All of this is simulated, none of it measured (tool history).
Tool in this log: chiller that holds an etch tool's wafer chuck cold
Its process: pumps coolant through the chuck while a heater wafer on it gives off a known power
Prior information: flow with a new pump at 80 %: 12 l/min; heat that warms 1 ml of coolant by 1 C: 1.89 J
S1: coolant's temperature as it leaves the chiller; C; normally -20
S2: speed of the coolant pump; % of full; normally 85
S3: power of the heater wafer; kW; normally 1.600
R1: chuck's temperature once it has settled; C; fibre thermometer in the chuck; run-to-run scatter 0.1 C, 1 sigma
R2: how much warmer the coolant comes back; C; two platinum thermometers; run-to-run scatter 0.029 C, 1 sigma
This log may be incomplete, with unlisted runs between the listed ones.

run 1 hour=0.0 | S1=-20 S2=85 S3=1.600 | R1=-5.4 R2=4.14
run 2 hour=118.8 | S1=-20 S2=85 S3=1.600 | R1=-5.3 R2=4.13
run 3 hour=198.9 | S1=-20 S2=85 S3=1.600 | R1=-5.3 R2=4.17
run 4 hour=259.3 | S1=-18 S2=85 S3=1.600 | R1=-3.2 R2=4.19
run 5 hour=351.4 | S1=-18 S2=85 S3=1.600 | R1=-3.1 R2=4.20
run 6 hour=475.2 | S1=-18 S2=85 S3=1.600 | R1=-3.0 R2=4.21
run 7 hour=568.6 | S1=-18 S2=85 S3=1.600 | R1=-3.0 R2=4.22
run 8 hour=680.2 | S1=-12 S2=85 S3=1.600 | R1=3.2 R2=4.23
run 9 hour=749.3 | S1=-12 S2=85 S3=1.600 | R1=3.1 R2=4.20
run 10 hour=805.6 | S1=-12 S2=68 S3=1.600 | R1=5.5 R2=5.36
run 11 hour=871.7 | S1=-12 S2=68 S3=1.600 | R1=5.7 R2=5.39
run 12 hour=999.9 | S1=-12 S2=68 S3=1.600 | R1=5.7 R2=5.39
run 13 hour=1109.1 | S1=-22 S2=85 S3=1.600 | R1=-6.6 R2=4.25
run 14 hour=1215.2 | S1=-25 S2=85 S3=1.600 | R1=-9.7 R2=4.26
run 15 hour=1328.1 | S1=-20 S2=85 S3=1.202 | R1=-8.5 R2=3.22
run 16 hour=1412.3 | S1=-20 S2=85 S3=1.202 | R1=-8.4 R2=3.25
run 17 hour=1499.3 | S1=-20 S2=85 S3=1.202 | R1=-8.4 R2=3.20
run 18 hour=1556.3 | S1=-20 S2=95 S3=1.922 | R1=-2.6 R2=4.53
run 19 hour=1684.7 | S1=-20 S2=95 S3=1.922 | R1=-2.8 R2=4.58
run 20 hour=1762.9 | S1=-25 S2=70 S3=1.904 | R1=-3.8 R2=6.30
run 21 hour=1870.2 | S1=-25 S2=70 S3=1.904 | R1=-3.8 R2=6.29
run 22 hour=1969.2 | S1=-25 S2=70 S3=1.904 | R1=-3.4 R2=6.28
run 23 hour=2091.9 | S1=-18 S2=92 S3=2.236 | R1=3.0 R2=5.56
run 24 hour=2211.7 | S1=-20 S2=85 S3=0.961 | R1=-10.7 R2=2.62
run 25 hour=2302.8 | S1=-20 S2=85 S3=0.961 | R1=-10.3 R2=2.63
run 26 hour=2429.8 | S1=-25 S2=61 S3=1.088 | R1=-11.1 R2=4.21
run 27 hour=2524.5 | S1=-24 S2=78 S3=1.936 | R1=-3.1 R2=5.77
run 28 hour=2626.8 | S1=-23 S2=77 S3=1.936 | R1=-1.9 R2=5.86
run 29 hour=2738.7 | S1=-21 S2=71 S3=1.936 | R1=1.4 R2=6.34
run 30 hour=2840.6 | S1=-11 S2=70 S3=1.936 | R1=11.8 R2=6.52
run 31 hour=2916.3 | S1=-20 S2=61 S3=1.364 | R1=-2.4 R2=5.35
run 32 hour=3019.9 | S1=-20 S2=97 S3=1.600 | R1=-5.0 R2=3.87
run 33 hour=3128.4 | S1=-13 S2=97 S3=1.600 | R1=2.3 R2=3.81

Removed from this log: 2 entries logged between the listed runs. Between which two listed runs does each belong, and how does the tool's hidden state at the listed run before it compare with that at the listed run after it?
Between runs 21 and 22: chiller's thermometer calibrated (hour 1877.5)
  heat passed by the chuck's channels, % of clean ones': 88.7 -> 88.4; flow at a given pump speed, % of a new pump's: 92.3 -> 92.2; coolant's true temperature over the reading, C: -0.06 -> -0.1
  what was measured, less what the result would be without the hidden state, R1: +2.9 -> +3.0 C; R2: +0.49 -> +0.49 C
Between runs 25 and 26: chiller's thermometer calibrated, once more (hour 2359.3)
  heat passed by the chuck's channels, % of clean ones': 87.4 -> 87; flow at a given pump speed, % of a new pump's: 91.6 -> 91.4; coolant's true temperature over the reading, C: -0.11 -> -0.01
  what was measured, less what the result would be without the hidden state, R1: +1.4 -> +2.1 C; R2: +0.22 -> +0.36 C
